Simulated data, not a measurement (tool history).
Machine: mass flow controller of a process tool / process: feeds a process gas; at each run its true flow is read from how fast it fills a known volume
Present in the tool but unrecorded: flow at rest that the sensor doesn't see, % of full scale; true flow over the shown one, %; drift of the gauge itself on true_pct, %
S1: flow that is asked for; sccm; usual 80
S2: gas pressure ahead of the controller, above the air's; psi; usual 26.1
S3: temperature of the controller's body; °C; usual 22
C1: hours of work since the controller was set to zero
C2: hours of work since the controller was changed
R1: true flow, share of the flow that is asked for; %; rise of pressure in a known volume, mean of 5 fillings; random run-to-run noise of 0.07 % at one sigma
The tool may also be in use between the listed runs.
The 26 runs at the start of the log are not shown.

run 27 hour=2806.8 | S1=12 S2=22.3 S3=36 | C1=4027 C2=4027 | R1=101.09
run 28 hour=2868.7 | S1=24 S2=26.1 S3=24 | C1=4074 C2=4074 | R1=100.51
run 29 hour=3015 | S1=27 S2=33.5 S3=21 | C1=4184 C2=4184 | R1=100.82
run 30 hour=3129 | S1=44 S2=33.5 S3=21 | C1=4270 C2=4270 | R1=101.5
run 31 hour=3195.4 | S1=44 S2=33.5 S3=21 | C1=4321 C2=4321 | R1=101.55
run 32 hour=3269.8 | S1=44 S2=33.5 S3=21 | C1=4377 C2=4377 | R1=101.77
run 33 hour=3373.1 | S1=34 S2=21 S3=22 | C1=4455 C2=4455 | R1=101.41
-- hour=3387.1 gauge calibrated
run 34 hour=3440.3 | S1=21 S2=21.6 S3=23 | C1=4506 C2=4506 | R1=97.49
run 35 hour=3583.6 | S1=32 S2=26.1 S3=22 | C1=4614 C2=4614 | R1=98.1
run 36 hour=3732.5 | S1=74 S2=32.6 S3=27 | C1=4726 C2=4726 | R1=100.13
run 37 hour=3841 | S1=96 S2=32.6 S3=27 | C1=4808 C2=4808 | R1=101.1
run 38 hour=3984.6 | S1=15 S2=33.9 S3=38 | C1=4917 C2=4917 | R1=100.03
run 39 hour=4091.8 | S1=16 S2=39 S3=32 | C1=4998 C2=4998 | R1=99.92
run 40 hour=4237.1 | S1=41 S2=39 S3=25 | C1=5107 C2=5107 | R1=100.23
run 41 hour=4368.8 | S1=29 S2=30.3 S3=25 | C1=5207 C2=5207 | R1=99.97
run 42 hour=4501.2 | S1=80 S2=34.8 S3=22 | C1=5307 C2=5307 | R1=101.45

5 ways to go on from here, each from the tool as it stands after run 42. What would each give?
run A hour=4600 | S1=60 S2=34.8 S3=36 | C1=5382 C2=5382 | R1=?
run B hour=4600 | S1=13 S2=23.4 S3=22 | C1=5382 C2=5382 | R1=?
run C hour=4600 | S1=89 S2=26.5 S3=23 | C1=5382 C2=5382 | R1=?
run D hour=4600 | S1=44 S2=25.1 S3=33 | C1=5382 C2=5382 | R1=?
run E hour=4600 | S1=18 S2=22.5 S3=22 | C1=5382 C2=5382 | R1=?

run=A R1=102.36
run=B R1=99.58
run=C R1=101.79
run=D R1=101.33
run=E R1=99.44
Take away the tool's hidden state, keep each run's random variation, and the runs would have read:
run=A R1=100.02
run=B R1=97.29
run=C R1=99.46
run=D R1=99.01
run=E R1=97.16

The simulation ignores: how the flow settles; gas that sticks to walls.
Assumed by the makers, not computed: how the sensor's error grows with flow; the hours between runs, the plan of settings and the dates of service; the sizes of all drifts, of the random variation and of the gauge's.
